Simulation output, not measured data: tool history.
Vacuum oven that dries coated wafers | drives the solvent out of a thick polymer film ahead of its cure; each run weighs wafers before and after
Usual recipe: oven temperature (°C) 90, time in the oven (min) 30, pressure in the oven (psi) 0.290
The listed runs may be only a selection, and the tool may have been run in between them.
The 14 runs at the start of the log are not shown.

run	hour	oven temperature (°C)	time in the oven (min)	pressure in the oven (psi)	solvent left in the film (%)
# hour 969.5: oven's thermocouples calibrated
15	1024.4	102	30	0.290	3.04
16	1112.1	90	30	0.241	5.99
17	1204.4	90	26	0.290	7.00
18	1255.5	90	26	0.290	7.08
19	1300.8	90	26	0.290	7.09
20	1381.0	90	26	0.290	7.09
21	1437.6	90	19	0.922	11.91
22	1524.1	98	51	0.184	1.71
23	1564.4	98	51	0.184	1.76
24	1651.3	98	51	0.184	1.71
25	1738.8	99	23	0.177	4.58
26	1793.4	99	23	0.177	4.53
27	1892.4	93	30	0.632	7.04
28	1976.8	93	30	0.632	7.06
29	2033.1	93	30	0.632	7.06

Run 30 has not been measured yet. What should we expect?
30	2131.2	94	45	0.323	?

Run 30 measured solvent left in the film (%) 3.44.
If the tool had no hidden condition, the same run with the same run-to-run variation would have returned solvent left in the film (%) 3.25.
